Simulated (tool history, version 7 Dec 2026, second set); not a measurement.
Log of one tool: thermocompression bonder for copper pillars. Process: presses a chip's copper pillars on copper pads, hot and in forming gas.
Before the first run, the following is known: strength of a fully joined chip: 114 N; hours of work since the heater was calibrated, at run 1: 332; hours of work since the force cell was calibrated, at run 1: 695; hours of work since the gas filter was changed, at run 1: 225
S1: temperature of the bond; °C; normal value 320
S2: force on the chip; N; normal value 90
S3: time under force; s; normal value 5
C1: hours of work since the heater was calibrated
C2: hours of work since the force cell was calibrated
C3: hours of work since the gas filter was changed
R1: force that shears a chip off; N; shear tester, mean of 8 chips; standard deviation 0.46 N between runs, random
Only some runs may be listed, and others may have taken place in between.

run	hour	S1	S2	S3	C1	C2	C3	R1
1	0	320	90	5	332	695	225	80.2
2	60.1	320	90	5	358	721	251	79.8
3	91.1	320	90	5	372	735	265	79.9
# hour 97: heater calibrated with a thermocouple chip
4	128.8	320	90	5	14	750	280	81
5	173.2	343	90	5	33	769	300	90
# hour 205: forming gas filter changed
6	240.4	292	90	4	62	798	15	68.1
# hour 290.3: force cell calibrated
7	308.3	331	90	13	91	8	44	105.1

What does the tool deliver on the next run?
8	368.1	317	59	5	117	34	70	?

R1: 74.9 N
With no hidden state in the tool, this same run would have given R1 70.2 N.
